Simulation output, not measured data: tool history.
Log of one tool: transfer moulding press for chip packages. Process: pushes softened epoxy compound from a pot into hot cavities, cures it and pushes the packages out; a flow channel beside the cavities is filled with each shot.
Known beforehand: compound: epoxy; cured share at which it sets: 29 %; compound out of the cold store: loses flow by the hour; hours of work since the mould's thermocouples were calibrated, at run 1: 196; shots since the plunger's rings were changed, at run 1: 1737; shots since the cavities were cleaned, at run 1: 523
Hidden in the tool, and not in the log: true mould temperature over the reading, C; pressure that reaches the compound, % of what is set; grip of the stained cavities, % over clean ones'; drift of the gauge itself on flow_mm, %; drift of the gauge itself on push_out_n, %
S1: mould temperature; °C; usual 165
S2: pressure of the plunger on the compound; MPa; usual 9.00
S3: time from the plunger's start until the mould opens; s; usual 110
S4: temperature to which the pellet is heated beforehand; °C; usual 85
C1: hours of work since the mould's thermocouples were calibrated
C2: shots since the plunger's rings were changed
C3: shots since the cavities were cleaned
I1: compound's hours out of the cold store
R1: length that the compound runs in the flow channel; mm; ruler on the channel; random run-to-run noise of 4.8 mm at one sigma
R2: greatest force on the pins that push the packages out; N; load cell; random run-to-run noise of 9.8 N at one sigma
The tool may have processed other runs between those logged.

run	hour	S1	S2	S3	S4	C1	C2	C3	I1	R1	R2
1	0.0	165	9.00	110	85	196	1737	523	13.0	808	472
# hour 27.1: cavities cleaned with cleaning compound and waxed
2	50.6	165	9.00	110	85	234	2346	291	36.9	732	432
# hour 94.5: cavities cleaned with cleaning compound and waxed
3	101.8	165	9.00	110	85	272	2963	91	22.2	783	445
4	132.6	165	9.00	99	85	296	3345	473	44.0	718	525
# hour 163.6: cavities cleaned with cleaning compound and waxed
5	165.1	165	8.41	110	85	320	3730	18	27.7	735	430
6	201.3	165	8.41	110	82	347	4180	468	22.7	751	454
# hour 232.5: cavities cleaned with cleaning compound and waxed
# hour 249.1: plunger's sealing rings changed
7	264.9	165	8.41	110	82	393	196	371	27.0	749	447
# hour 302.3: cavities cleaned with cleaning compound and waxed
8	326.4	165	8.41	110	82	440	940	298	19.6	767	465
# hour 372.6: cavities cleaned with cleaning compound and waxed
9	373.4	165	9.00	110	85	475	1505	9	43.0	723	431
10	416.8	160	9.00	110	85	508	2045	549	20.9	796	582
# hour 439.9: cavities cleaned with cleaning compound and waxed
11	477.6	160	9.00	110	85	554	2781	469	35.4	738	583
# hour 508.1: cavities cleaned with cleaning compound and waxed
12	538.3	165	9.00	108	85	600	3516	376	31.2	761	445
13	563.7	165	9.00	108	85	619	3831	691	26.6	767	455
# hour 578.8: cavities cleaned with cleaning compound and waxed
14	589.8	165	9.00	108	85	638	4136	137	27.7	761	466
# hour 638.8: plunger's sealing rings changed
15	643.0	165	9.00	144	95	677	53	767	20.9	786	352
# hour 650.8: cavities cleaned with cleaning compound and waxed
16	681.3	165	9.00	119	86	706	509	379	15.8	804	399
17	707.1	171	9.00	110	95	725	829	699	39.6	713	356
# hour 722.3: cavities cleaned with cleaning compound and waxed
18	751.5	171	9.00	110	95	758	1361	362	31.7	748	364
# hour 792.4: cavities cleaned with cleaning compound and waxed
19	804.7	171	9.00	110	95	798	2003	152	10.2	810	357
20	855.3	163	9.00	143	91	837	2631	780	35.6	737	347
# hour 862.0: cavities cleaned with cleaning compound and waxed
# hour 883.5: mould's thermocouples calibrated
21	896.8	163	9.00	143	91	10	3103	407	34.1	745	365
22	924.3	165	9.65	134	76	31	3444	748	35.3	768	360
# hour 933.5: cavities cleaned with cleaning compound and waxed
23	984.6	165	9.65	134	76	77	4174	635	31.5	783	356
# hour 1002.0: cavities cleaned with cleaning compound and waxed
24	1017.5	158	8.77	149	85	101	4564	193	22.3	774	414
# hour 1032.2: plunger's sealing rings changed
25	1067.3	165	9.00	97	90	137	435	780	29.3	764	553
# hour 1072.1: cavities cleaned with cleaning compound and waxed
26	1103.3	165	9.00	97	90	164	863	387	27.1	765	558
# hour 1139.6: cavities cleaned with cleaning compound and waxed
27	1157.1	167	9.94	126	92	204	1512	217	9.7	861	362

Predict each of these 3 candidate next runs independently; none follows another, all start after run 27:
# hour 1208.7: cavities cleaned with cleaning compound and waxed
A	1213.9	165	9.91	110	85	247	2199	66	46.4	?	?
# hour 1208.7: cavities cleaned with cleaning compound and waxed
B	1213.9	161	10.21	92	92	247	2199	66	26.3	?	?
# hour 1208.7: cavities cleaned with cleaning compound and waxed
C	1213.9	165	9.00	97	85	247	2199	66	22.7	?	?

run	R1	R2
A	743	435
B	822	802
C	782	577
With the hidden condition removed and each run's random variation left untouched, the same runs would have given:
run	R1	R2
A	744	434
B	823	800
C	782	575
